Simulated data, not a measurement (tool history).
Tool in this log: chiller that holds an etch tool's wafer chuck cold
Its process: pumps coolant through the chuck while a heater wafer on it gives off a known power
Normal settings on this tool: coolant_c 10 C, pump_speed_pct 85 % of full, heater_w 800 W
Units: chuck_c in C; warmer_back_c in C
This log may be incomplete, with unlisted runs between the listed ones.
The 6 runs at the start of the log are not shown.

Run 7, day 16.279: usual settings. Result: chuck_c 15.76 C, warmer_back_c 1.86 C.
Run 8, day 19.667: usual settings. Result: chuck_c 15.73 C, warmer_back_c 1.90 C.
Run 9, day 23.271: usual settings. Result: chuck_c 15.69 C, warmer_back_c 1.87 C.
Run 10, day 26.471: usual settings but heater_w 521 W. Result: chuck_c 13.85 C, warmer_back_c 1.22 C.
Run 11, day 28.283: usual settings but heater_w 521 W. Result: chuck_c 13.97 C, warmer_back_c 1.23 C.
Run 12, day 31.525: usual settings. Result: chuck_c 15.84 C, warmer_back_c 1.88 C.
Run 13, day 34.458: usual settings. Result: chuck_c 15.74 C, warmer_back_c 1.89 C.
Run 14, day 36.112: usual settings. Result: chuck_c 16.06 C, warmer_back_c 1.89 C.
Run 15, day 38.812: usual settings. Result: chuck_c 15.85 C, warmer_back_c 1.90 C.
Run 16, day 41.979: usual settings but coolant_c 3 C. Result: chuck_c 8.97 C, warmer_back_c 1.89 C.
Run 17, day 44.171: usual settings but coolant_c 3 C. Result: chuck_c 8.99 C, warmer_back_c 1.90 C.

Run 18, settings as shown, results not yet in. Your forecast:
Run 18, day 45.871: usual settings but coolant_c 3 C. Result: chuck_c ?, warmer_back_c ?.

{"run 18": {"chuck_c": 9.17, "warmer_back_c": 1.89}}
The same run, on a tool lacking any hidden state, would have yielded chuck_c 8.26 C, warmer_back_c 1.83 C.
